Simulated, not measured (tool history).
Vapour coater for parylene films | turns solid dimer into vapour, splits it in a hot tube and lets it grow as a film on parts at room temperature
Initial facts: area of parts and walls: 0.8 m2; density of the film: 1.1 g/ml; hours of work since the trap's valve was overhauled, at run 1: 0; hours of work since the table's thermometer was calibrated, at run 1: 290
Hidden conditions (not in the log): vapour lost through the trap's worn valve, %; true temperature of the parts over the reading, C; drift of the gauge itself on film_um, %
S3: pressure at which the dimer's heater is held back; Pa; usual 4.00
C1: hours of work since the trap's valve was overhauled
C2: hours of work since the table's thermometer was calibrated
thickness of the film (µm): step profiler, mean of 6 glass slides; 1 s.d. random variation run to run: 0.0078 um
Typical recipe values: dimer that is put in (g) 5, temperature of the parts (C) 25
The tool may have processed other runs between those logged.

run 1 hour=0.0 | dimer_that_is_put_in_(g)=5 temperature_of_the_parts_(C)=25 S3=4.00 | C1=0 C2=290 | thickness_of_the_film_(µm)=3.511
run 2 hour=26.4 | dimer_that_is_put_in_(g)=5 temperature_of_the_parts_(C)=25 S3=4.00 | C1=21 C2=311 | thickness_of_the_film_(µm)=3.505
run 3 hour=82.8 | dimer_that_is_put_in_(g)=5 temperature_of_the_parts_(C)=25 S3=4.00 | C1=65 C2=355 | thickness_of_the_film_(µm)=3.489
run 4 hour=120.4 | dimer_that_is_put_in_(g)=5 temperature_of_the_parts_(C)=25 S3=4.00 | C1=95 C2=385 | thickness_of_the_film_(µm)=3.488
run 5 hour=165.9 | dimer_that_is_put_in_(g)=5 temperature_of_the_parts_(C)=25 S3=4.00 | C1=131 C2=421 | thickness_of_the_film_(µm)=3.475
run 6 hour=210.4 | dimer_that_is_put_in_(g)=5 temperature_of_the_parts_(C)=25 S3=4.00 | C1=166 C2=456 | thickness_of_the_film_(µm)=3.464
run 7 hour=261.5 | dimer_that_is_put_in_(g)=5 temperature_of_the_parts_(C)=25 S3=4.00 | C1=206 C2=496 | thickness_of_the_film_(µm)=3.434
run 8 hour=294.9 | dimer_that_is_put_in_(g)=5 temperature_of_the_parts_(C)=25 S3=4.00 | C1=232 C2=522 | thickness_of_the_film_(µm)=3.439
run 9 hour=327.9 | dimer_that_is_put_in_(g)=5 temperature_of_the_parts_(C)=35 S3=4.00 | C1=258 C2=548 | thickness_of_the_film_(µm)=2.217
run 10 hour=354.4 | dimer_that_is_put_in_(g)=5 temperature_of_the_parts_(C)=25 S3=2.62 | C1=279 C2=569 | thickness_of_the_film_(µm)=3.539
-- hour=404.4 trap's valve overhauled
run 11 hour=404.4 | dimer_that_is_put_in_(g)=5 temperature_of_the_parts_(C)=25 S3=4.00 | C1=0 C2=605 | thickness_of_the_film_(µm)=3.549
run 12 hour=451.8 | dimer_that_is_put_in_(g)=5 temperature_of_the_parts_(C)=25 S3=4.00 | C1=37 C2=643 | thickness_of_the_film_(µm)=3.549
run 13 hour=494.4 | dimer_that_is_put_in_(g)=4 temperature_of_the_parts_(C)=25 S3=4.00 | C1=71 C2=676 | thickness_of_the_film_(µm)=2.823
run 14 hour=533.1 | dimer_that_is_put_in_(g)=4 temperature_of_the_parts_(C)=25 S3=4.00 | C1=101 C2=707 | thickness_of_the_film_(µm)=2.836
run 15 hour=585.1 | dimer_that_is_put_in_(g)=4 temperature_of_the_parts_(C)=25 S3=4.00 | C1=142 C2=748 | thickness_of_the_film_(µm)=2.803
run 16 hour=619.9 | dimer_that_is_put_in_(g)=4 temperature_of_the_parts_(C)=18 S3=4.00 | C1=170 C2=775 | thickness_of_the_film_(µm)=3.814
run 17 hour=669.5 | dimer_that_is_put_in_(g)=4 temperature_of_the_parts_(C)=18 S3=4.00 | C1=209 C2=814 | thickness_of_the_film_(µm)=3.777
run 18 hour=694.0 | dimer_that_is_put_in_(g)=3 temperature_of_the_parts_(C)=25 S3=4.00 | C1=228 C2=833 | thickness_of_the_film_(µm)=2.081
run 19 hour=738.3 | dimer_that_is_put_in_(g)=5 temperature_of_the_parts_(C)=17 S3=4.00 | C1=263 C2=868 | thickness_of_the_film_(µm)=4.912
run 20 hour=778.7 | dimer_that_is_put_in_(g)=5 temperature_of_the_parts_(C)=17 S3=4.00 | C1=295 C2=900 | thickness_of_the_film_(µm)=4.915
-- hour=783.5 table's thermometer calibrated
-- hour=811.8 trap's valve overhauled
run 21 hour=822.3 | dimer_that_is_put_in_(g)=5 temperature_of_the_parts_(C)=17 S3=8.68 | C1=8 C2=27 | thickness_of_the_film_(µm)=4.879
run 22 hour=871.6 | dimer_that_is_put_in_(g)=5 temperature_of_the_parts_(C)=25 S3=4.00 | C1=47 C2=66 | thickness_of_the_film_(µm)=3.655
run 23 hour=925.0 | dimer_that_is_put_in_(g)=5 temperature_of_the_parts_(C)=25 S3=4.00 | C1=89 C2=108 | thickness_of_the_film_(µm)=3.633
run 24 hour=965.7 | dimer_that_is_put_in_(g)=5 temperature_of_the_parts_(C)=25 S3=4.00 | C1=121 C2=140 | thickness_of_the_film_(µm)=3.614
run 25 hour=1008.7 | dimer_that_is_put_in_(g)=7 temperature_of_the_parts_(C)=24 S3=11.37 | C1=155 C2=174 | thickness_of_the_film_(µm)=4.862
-- hour=1042.1 table's thermometer calibrated, once more
run 26 hour=1062.1 | dimer_that_is_put_in_(g)=4 temperature_of_the_parts_(C)=36 S3=5.44 | C1=196 C2=16 | thickness_of_the_film_(µm)=1.606
run 27 hour=1117.2 | dimer_that_is_put_in_(g)=5 temperature_of_the_parts_(C)=20 S3=2.26 | C1=240 C2=59 | thickness_of_the_film_(µm)=4.343
run 28 hour=1165.1 | dimer_that_is_put_in_(g)=5 temperature_of_the_parts_(C)=20 S3=2.26 | C1=277 C2=97 | thickness_of_the_film_(µm)=4.298
run 29 hour=1201.9 | dimer_that_is_put_in_(g)=3 temperature_of_the_parts_(C)=19 S3=5.91 | C1=306 C2=126 | thickness_of_the_film_(µm)=2.490
-- hour=1215.8 trap's valve overhauled
run 30 hour=1262.3 | dimer_that_is_put_in_(g)=6 temperature_of_the_parts_(C)=29 S3=4.00 | C1=37 C2=170 | thickness_of_the_film_(µm)=3.425
run 31 hour=1293.7 | dimer_that_is_put_in_(g)=6 temperature_of_the_parts_(C)=29 S3=4.00 | C1=61 C2=195 | thickness_of_the_film_(µm)=3.418
run 32 hour=1339.9 | dimer_that_is_put_in_(g)=6 temperature_of_the_parts_(C)=25 S3=2.91 | C1=98 C2=231 | thickness_of_the_film_(µm)=4.144
run 33 hour=1377.8 | dimer_that_is_put_in_(g)=6 temperature_of_the_parts_(C)=25 S3=2.91 | C1=128 C2=261 | thickness_of_the_film_(µm)=4.167
run 34 hour=1402.8 | dimer_that_is_put_in_(g)=3 temperature_of_the_parts_(C)=32 S3=4.68 | C1=147 C2=281 | thickness_of_the_film_(µm)=1.461
run 35 hour=1438.8 | dimer_that_is_put_in_(g)=3 temperature_of_the_parts_(C)=32 S3=4.68 | C1=176 C2=309 | thickness_of_the_film_(µm)=1.467
run 36 hour=1469.3 | dimer_that_is_put_in_(g)=5 temperature_of_the_parts_(C)=32 S3=2.58 | C1=200 C2=333 | thickness_of_the_film_(µm)=2.563
run 37 hour=1526.5 | dimer_that_is_put_in_(g)=5 temperature_of_the_parts_(C)=32 S3=2.58 | C1=245 C2=378 | thickness_of_the_film_(µm)=2.543
run 38 hour=1576.2 | dimer_that_is_put_in_(g)=3 temperature_of_the_parts_(C)=18 S3=2.58 | C1=284 C2=417 | thickness_of_the_film_(µm)=2.802
run 39 hour=1601.9 | dimer_that_is_put_in_(g)=5 temperature_of_the_parts_(C)=34 S3=7.08 | C1=304 C2=438 | thickness_of_the_film_(µm)=2.125
-- hour=1622.5 trap's valve overhauled
run 40 hour=1643.4 | dimer_that_is_put_in_(g)=5 temperature_of_the_parts_(C)=34 S3=7.08 | C1=16 C2=467 | thickness_of_the_film_(µm)=2.217
run 41 hour=1681.5 | dimer_that_is_put_in_(g)=3 temperature_of_the_parts_(C)=23 S3=10.50 | C1=46 C2=497 | thickness_of_the_film_(µm)=2.089
run 42 hour=1710.3 | dimer_that_is_put_in_(g)=6 temperature_of_the_parts_(C)=22 S3=4.00 | C1=69 C2=520 | thickness_of_the_film_(µm)=4.718
run 43 hour=1761.0 | dimer_that_is_put_in_(g)=3 temperature_of_the_parts_(C)=22 S3=6.79 | C1=109 C2=560 | thickness_of_the_film_(µm)=2.248
run 44 hour=1795.0 | dimer_that_is_put_in_(g)=3 temperature_of_the_parts_(C)=22 S3=6.79 | C1=136 C2=587 | thickness_of_the_film_(µm)=2.243
run 45 hour=1823.1 | dimer_that_is_put_in_(g)=3 temperature_of_the_parts_(C)=22 S3=6.79 | C1=158 C2=609 | thickness_of_the_film_(µm)=2.238
run 46 hour=1867.3 | dimer_that_is_put_in_(g)=3 temperature_of_the_parts_(C)=22 S3=6.79 | C1=193 C2=643 | thickness_of_the_film_(µm)=2.227
run 47 hour=1899.3 | dimer_that_is_put_in_(g)=5 temperature_of_the_parts_(C)=25 S3=3.99 | C1=218 C2=669 | thickness_of_the_film_(µm)=3.382

Below, each run's measurement less what the same run would have read without the hidden state. Both values contain the same run-to-run variation, but the gauge's scatter may not be the same in both:
run=1 thickness_of_the_film_(µm)=+0.054
run=2 thickness_of_the_film_(µm)=+0.047
run=3 thickness_of_the_film_(µm)=+0.033
run=4 thickness_of_the_film_(µm)=+0.022
run=5 thickness_of_the_film_(µm)=+0.011
run=6 thickness_of_the_film_(µm)=-0.001
run=7 thickness_of_the_film_(µm)=-0.015
run=8 thickness_of_the_film_(µm)=-0.024
run=9 thickness_of_the_film_(µm)=-0.022
run=10 thickness_of_the_film_(µm)=-0.043
run=11 thickness_of_the_film_(µm)=+0.098
run=12 thickness_of_the_film_(µm)=+0.086
run=13 thickness_of_the_film_(µm)=+0.060
run=14 thickness_of_the_film_(µm)=+0.052
run=15 thickness_of_the_film_(µm)=+0.041
run=16 thickness_of_the_film_(µm)=+0.046
run=17 thickness_of_the_film_(µm)=+0.030
run=18 thickness_of_the_film_(µm)=+0.012
run=19 thickness_of_the_film_(µm)=+0.011
run=20 thickness_of_the_film_(µm)=-0.004
run=21 thickness_of_the_film_(µm)=+0.273
run=22 thickness_of_the_film_(µm)=+0.191
run=23 thickness_of_the_film_(µm)=+0.174
run=24 thickness_of_the_film_(µm)=+0.163
run=25 thickness_of_the_film_(µm)=+0.202
run=26 thickness_of_the_film_(µm)=-0.061
run=27 thickness_of_the_film_(µm)=-0.186
run=28 thickness_of_the_film_(µm)=-0.202
run=29 thickness_of_the_film_(µm)=-0.124
run=30 thickness_of_the_film_(µm)=-0.056
run=31 thickness_of_the_film_(µm)=-0.065
run=32 thickness_of_the_film_(µm)=-0.094
run=33 thickness_of_the_film_(µm)=-0.107
run=34 thickness_of_the_film_(µm)=-0.040
run=35 thickness_of_the_film_(µm)=-0.044
run=36 thickness_of_the_film_(µm)=-0.086
run=37 thickness_of_the_film_(µm)=-0.097
run=38 thickness_of_the_film_(µm)=-0.119
run=39 thickness_of_the_film_(µm)=-0.095
run=40 thickness_of_the_film_(µm)=+0.000
run=41 thickness_of_the_film_(µm)=-0.007
run=42 thickness_of_the_film_(µm)=-0.026
run=43 thickness_of_the_film_(µm)=-0.021
run=44 thickness_of_the_film_(µm)=-0.027
run=45 thickness_of_the_film_(µm)=-0.033
run=46 thickness_of_the_film_(µm)=-0.039
run=47 thickness_of_the_film_(µm)=-0.069
